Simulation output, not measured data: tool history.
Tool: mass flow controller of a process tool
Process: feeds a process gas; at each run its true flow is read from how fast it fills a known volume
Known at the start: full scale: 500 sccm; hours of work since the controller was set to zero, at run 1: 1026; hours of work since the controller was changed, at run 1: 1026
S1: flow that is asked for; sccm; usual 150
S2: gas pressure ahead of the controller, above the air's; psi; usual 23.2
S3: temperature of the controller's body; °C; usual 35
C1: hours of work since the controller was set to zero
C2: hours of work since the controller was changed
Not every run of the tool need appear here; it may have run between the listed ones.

Run 1, hour 0.0: usual settings; C1 1026; C2 1026. Result: true flow (%) 98.34.
Run 2, hour 108.4: usual settings; C1 1085; C2 1085. Result: true flow (%) 98.25.
Run 3, hour 155.3: usual settings; C1 1111; C2 1111. Result: true flow (%) 98.36.
Run 4, hour 224.5: usual settings; C1 1149; C2 1149. Result: true flow (%) 98.25.
Run 5, hour 305.9: usual settings; C1 1194; C2 1194. Result: true flow (%) 98.41.
Run 6, hour 387.9: usual settings; C1 1239; C2 1239. Result: true flow (%) 98.29.
Run 7, hour 480.8: usual settings; C1 1290; C2 1290. Result: true flow (%) 98.18.
Run 8, hour 549.0: usual settings; C1 1328; C2 1328. Result: true flow (%) 98.21.
Run 9, hour 612.7: usual settings; C1 1363; C2 1363. Result: true flow (%) 98.22.
Run 10, hour 657.3: usual settings; C1 1388; C2 1388. Result: true flow (%) 98.17.
Run 11, hour 740.7: usual settings but S1 340 sccm; C1 1434; C2 1434. Result: true flow (%) 99.49.
Run 12, hour 794.3: usual settings but S1 340 sccm; C1 1463; C2 1463. Result: true flow (%) 99.48.
Run 13, hour 878.4: usual settings but S2 31.6 psi; C1 1510; C2 1510. Result: true flow (%) 97.93.
Run 14, hour 980.2: usual settings but S2 31.6 psi; C1 1566; C2 1566. Result: true flow (%) 98.04.
Run 15, hour 1084.5: usual settings but S2 31.6 psi, S3 22 °C; C1 1623; C2 1623. Result: true flow (%) 98.44.
Run 16, hour 1144.4: usual settings but S2 31.6 psi, S3 22 °C; C1 1656; C2 1656. Result: true flow (%) 98.43.
Run 17, hour 1234.8: usual settings but S2 24.2 psi; C1 1706; C2 1706. Result: true flow (%) 98.35.
Run 18, hour 1333.5: usual settings but S1 146 sccm; C1 1760; C2 1760. Result: true flow (%) 98.24.
Run 19, hour 1381.8: usual settings but S1 168 sccm, S2 39.5 psi, S3 38 °C; C1 1787; C2 1787. Result: true flow (%) 97.81.
Run 20, hour 1449.3: usual settings but S1 168 sccm, S2 39.5 psi, S3 38 °C; C1 1824; C2 1824. Result: true flow (%) 97.91.
Run 21, hour 1498.3: usual settings but S1 326 sccm, S2 30.5 psi, S3 22 °C; C1 1851; C2 1851. Result: true flow (%) 99.58.
Run 22, hour 1544.6: usual settings but S1 326 sccm, S2 30.5 psi, S3 30 °C; C1 1877; C2 1877. Result: true flow (%) 99.39.
Run 23, hour 1637.6: usual settings but S1 154 sccm, S2 33.6 psi, S3 36 °C; C1 1928; C2 1928. Result: true flow (%) 98.02.
Run 24, hour 1696.1: usual settings but S1 154 sccm, S2 33.6 psi, S3 36 °C; C1 1960; C2 1960. Result: true flow (%) 97.95.
Run 25, hour 1792.9: usual settings but S1 204 sccm, S2 26.4 psi, S3 33 °C; C1 2014; C2 2014. Result: true flow (%) 98.70.
Run 26, hour 1887.3: usual settings but S1 264 sccm, S2 23.8 psi, S3 26 °C; C1 2066; C2 2066. Result: true flow (%) 99.29.
Run 27, hour 1966.5: usual settings but S2 20.7 psi, S3 37 °C; C1 2109; C2 2109. Result: true flow (%) 98.32.
Run 28, hour 2049.7: usual settings but S1 54 sccm, S2 30.9 psi, S3 24 °C; C1 2155; C2 2155. Result: true flow (%) 96.48.
Run 29, hour 2111.4: usual settings but S1 114 sccm, S2 34.1 psi; C1 2189; C2 2189. Result: true flow (%) 97.53.
Run 30, hour 2220.6: usual settings but S1 110 sccm, S3 21 °C; C1 2249; C2 2249. Result: true flow (%) 98.18.
Run 31, hour 2290.3: usual settings but S1 55 sccm, S3 26 °C; C1 2288; C2 2288. Result: true flow (%) 96.70.
Run 32, hour 2352.8: usual settings but S1 207 sccm, S2 25.1 psi, S3 22 °C; C1 2322; C2 2322. Result: true flow (%) 99.08.
Run 33, hour 2432.1: usual settings but S1 207 sccm, S2 25.1 psi, S3 22 °C; C1 2366; C2 2366. Result: true flow (%) 99.14.
Run 34, hour 2532.3: usual settings but S1 207 sccm, S2 25.1 psi, S3 22 °C; C1 2421; C2 2421. Result: true flow (%) 99.08.
Run 35, hour 2619.7: usual settings but S1 251 sccm, S2 22.5 psi; C1 2469; C2 2469. Result: true flow (%) 99.03.

Below are 4 alternative next runs, each starting from the tool's condition after run 35. Predict each:
Run A, hour 2711.0: usual settings but S1 247 sccm, S2 32.2 psi, S3 37 °C; C1 2520; C2 2520. Result: true flow (%) ?.
Run B, hour 2711.0: usual settings but S1 239 sccm, S3 27 °C; C1 2520; C2 2520. Result: true flow (%) ?.
Run C, hour 2711.0: usual settings but S1 251 sccm, S2 20.6 psi, S3 30 °C; C1 2520; C2 2520. Result: true flow (%) ?.
Run D, hour 2711.0: usual settings but S1 105 sccm, S2 22.5 psi; C1 2520; C2 2520. Result: true flow (%) ?.

run  true flow (%)
  A          98.70
  B          99.14
  C          99.38
  D          97.61
Without the tool's hidden state the same runs would have given:
run  true flow (%)
  A          98.43
  B          98.89
  C          99.10
  D          98.07

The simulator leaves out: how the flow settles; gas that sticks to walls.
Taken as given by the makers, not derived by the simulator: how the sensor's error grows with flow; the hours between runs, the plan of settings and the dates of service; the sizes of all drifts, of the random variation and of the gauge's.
